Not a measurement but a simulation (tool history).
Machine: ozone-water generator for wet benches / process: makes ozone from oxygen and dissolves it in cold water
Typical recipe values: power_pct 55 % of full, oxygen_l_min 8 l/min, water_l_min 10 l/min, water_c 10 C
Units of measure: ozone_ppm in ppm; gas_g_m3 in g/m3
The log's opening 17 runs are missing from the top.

run,day,power_pct,oxygen_l_min,water_l_min,water_c,ozone_ppm,gas_g_m3
18,59.288,55,4,10,10,30.9,177.4
# day 60.412: water thermometer calibrated
19,61.396,55,13.34,10,10,23.1,84.8
20,63.329,49,4.43,10,10,28.1,154
21,65.254,55,8,15,13,19.7,115.1
22,68.604,42,8,9,5,26.5,97
23,71.408,56,8,11,17,22,115.6
24,75.167,55,8,10,9,27.2,114.2
25,79.467,55,8,10,9,26.8,113.3
26,82.683,42,8,10,5,24.6,95.7
27,86.462,67,13.44,10,5,28,91.7
28,89.867,48,13.44,10,5,22.7,74.5
29,93.112,71,8,13,10,25.7,130.7
30,97.875,71,8,13,10,25.4,127.6
31,99.967,71,8,6,13,34.8,127.4
32,103.292,94,8,6,10,43.8,151.5
33,108.058,60,4.58,7,8,38.4,159.7
34,111.65,43,4.51,9,15,23.8,131.6

Predict each of these 3 candidate next runs independently; none follows another, all start after run 34:
A,115.704,90,4.51,9,13,?,?
B,115.704,55,14.2,10,10,?,?
C,115.704,55,11.02,10,11,?,?

run,ozone_ppm,gas_g_m3
A,37.3,203.4
B,20.6,75.4
C,21.8,88.6
Had the tool no hidden state, the same runs would have come out as:
run,ozone_ppm,gas_g_m3
A,47.6,254.7
B,24.9,88.9
C,26.3,104.3
